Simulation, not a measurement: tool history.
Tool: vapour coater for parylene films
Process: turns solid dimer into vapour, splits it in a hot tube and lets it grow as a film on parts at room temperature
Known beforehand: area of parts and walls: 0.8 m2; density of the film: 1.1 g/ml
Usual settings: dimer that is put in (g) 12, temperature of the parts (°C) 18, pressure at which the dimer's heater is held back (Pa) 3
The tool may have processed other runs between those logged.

run,hour,dimer that is put in (g),temperature of the parts (°C),pressure at which the dimer's heater is held back (Pa),thickness of the film (µm)
1,0,12,18,3,8.18
# hour 8.4: trap's valve overhauled
2,40.5,10,18,3,6.88
3,79.9,10,18,3,6.83
4,115.4,10,18,4.54,6.46
5,177.1,10,18,4.54,6.6
6,227.8,12,13,3,9.36
7,298.8,12,13,6.38,8.26
8,351.3,12,18,3,8.26
9,405.7,12,18,3,8.24
10,460,12,18,3,8.33
11,501,12,18,3,8.24
12,538.7,12,18,3,8.22
13,612.8,6,19,2.31,4.15
# hour 651: trap's valve overhauled
14,651,12,19,4.5,7.67
15,705,12,19,4.5,7.63
16,764.1,7,10,10.99,4.79
17,799.7,12,10,10.99,8.24
# hour 860.5: table's thermometer calibrated
18,860.5,8,18,3,5.48
19,935,8,18,3,5.43

5 options for the next run, each taken on its own from the tool as it stands now. Forecast them:
A,966.7,8,18,2.73,?
B,966.7,20,18,3,?
C,966.7,12,18,7.57,?
D,966.7,5,19,6.39,?
E,966.7,12,18,2.31,?

run,thickness of the film (µm)
A,5.57
B,13.63
C,7.24
D,3.02
E,8.53
With the hidden condition removed and each run's random variation left untouched, the same runs would have given:
run,thickness of the film (µm)
A,5.59
B,13.67
C,7.27
D,3.03
E,8.55
